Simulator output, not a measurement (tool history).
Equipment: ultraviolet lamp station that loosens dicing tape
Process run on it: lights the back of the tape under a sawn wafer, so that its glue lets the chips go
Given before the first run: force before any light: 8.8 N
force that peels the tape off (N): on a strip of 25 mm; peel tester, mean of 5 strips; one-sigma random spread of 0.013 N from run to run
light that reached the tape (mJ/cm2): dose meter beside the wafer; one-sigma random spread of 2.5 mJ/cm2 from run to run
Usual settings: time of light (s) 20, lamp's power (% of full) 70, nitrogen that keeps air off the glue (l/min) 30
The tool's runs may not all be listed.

run,hour,time of light (s),lamp's power (% of full),nitrogen that keeps air off the glue (l/min),force that peels the tape off (N),light that reached the tape (mJ/cm2)
1,0.0,20,70,30,0.638,305
2,39.5,20,70,30,0.620,303
3,67.6,20,70,30,0.613,305
4,123.8,20,70,30,0.651,308
5,174.4,20,70,30,0.641,304
6,227.5,20,70,30,0.606,306
7,254.9,20,70,30,0.616,304
8,291.0,20,66,30,0.732,290
9,328.6,20,66,30,0.686,284
10,396.4,20,70,13,1.216,306
11,432.2,20,83,49,0.339,361
12,495.6,20,83,49,0.323,368
13,550.5,39,77,12,0.323,657
14,587.6,39,61,16,0.396,517
15,638.6,39,73,32,0.235,625
16,666.0,11,73,13,2.785,176
17,711.0,11,93,13,2.016,222
18,746.6,22,99,49,0.253,481

Withheld: 2 entries from between the runs. Position of each, and hidden state at the listed run before versus the listed run after:
In the gap between runs 2 and 3: window cleaned of glue's vapour (hour 43.0)
  both runs share identical hidden conditions
In the gap between runs 11 and 12: window cleaned of glue's vapour (hour 455.7)
  both runs share identical hidden conditions
